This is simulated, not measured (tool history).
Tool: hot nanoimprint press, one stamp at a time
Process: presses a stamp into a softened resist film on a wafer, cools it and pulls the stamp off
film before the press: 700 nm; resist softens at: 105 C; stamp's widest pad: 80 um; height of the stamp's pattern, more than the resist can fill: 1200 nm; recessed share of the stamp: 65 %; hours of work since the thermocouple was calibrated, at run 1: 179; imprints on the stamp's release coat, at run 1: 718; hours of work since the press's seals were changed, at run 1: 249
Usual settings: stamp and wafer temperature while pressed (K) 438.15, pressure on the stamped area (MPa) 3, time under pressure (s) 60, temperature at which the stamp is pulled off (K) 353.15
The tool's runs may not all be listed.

| run | hour | stamp and wafer temperature while pressed (K) | pressure on the stamped area (MPa) | time under pressure (s) | temperature at which the stamp is pulled off (K) | hours of work since the thermocouple was calibrated | imprints on the stamp's release coat | hours of work since the press's seals were changed | resist left under the stamp's widest pad (nm) | greatest force while the stamp is pulled off (N) |
|---|---|---|---|---|---|---|---|---|---|---|
| 1 | 0.0 | 438.15 | 3 | 60 | 353.15 | 179 | 718 | 249 | 349.0 | 155 |
| 2 | 23.6 | 438.15 | 3 | 60 | 342.15 | 193 | 773 | 263 | 350.4 | 184 |
| 3 | 49.5 | 438.15 | 3 | 60 | 342.15 | 208 | 834 | 278 | 352.9 | 190 |
| 4 | 69.9 | 438.15 | 3 | 60 | 342.15 | 220 | 882 | 290 | 353.6 | 197 |
| 5 | 105.5 | 438.15 | 3 | 60 | 342.15 | 241 | 966 | 311 | 344.9 | 185 |
| 6 | 122.6 | 438.15 | 3 | 60 | 342.15 | 251 | 1006 | 321 | 348.7 | 192 |
| 7 | 152.9 | 438.15 | 3 | 60 | 359.15 | 269 | 1077 | 338 | 348.1 | 164 |
| 8 | 177.0 | 438.15 | 3 | 60 | 359.15 | 283 | 1133 | 352 | 346.5 | 161 |
|  | 199.8 | stamp cleaned and given a new release coat |
| 9 | 202.8 | 438.15 | 3 | 60 | 359.15 | 294 | 7 | 364 | 341.7 | 120 |
| 10 | 225.4 | 438.15 | 3 | 60 | 359.15 | 308 | 60 | 377 | 345.4 | 116 |
| 11 | 248.9 | 438.15 | 3 | 60 | 359.15 | 322 | 115 | 391 | 341.2 | 120 |
| 12 | 281.6 | 438.15 | 3 | 60 | 359.15 | 341 | 192 | 410 | 342.2 | 121 |
| 13 | 309.8 | 438.15 | 3 | 60 | 359.15 | 357 | 258 | 427 | 341.2 | 123 |
| 14 | 335.2 | 438.15 | 3 | 60 | 359.15 | 372 | 318 | 442 | 337.5 | 127 |

Run 15 comes next. What will it give?
| 15 | 361.6 | 438.15 | 3 | 60 | 359.15 | 388 | 380 | 457 | ? | ? |

resist left under the stamp's widest pad (nm): 334.9
greatest force while the stamp is pulled off (N): 126
Without the tool's hidden state the same run would have given resist left under the stamp's widest pad (nm) 363.1, greatest force while the stamp is pulled off (N) 114.
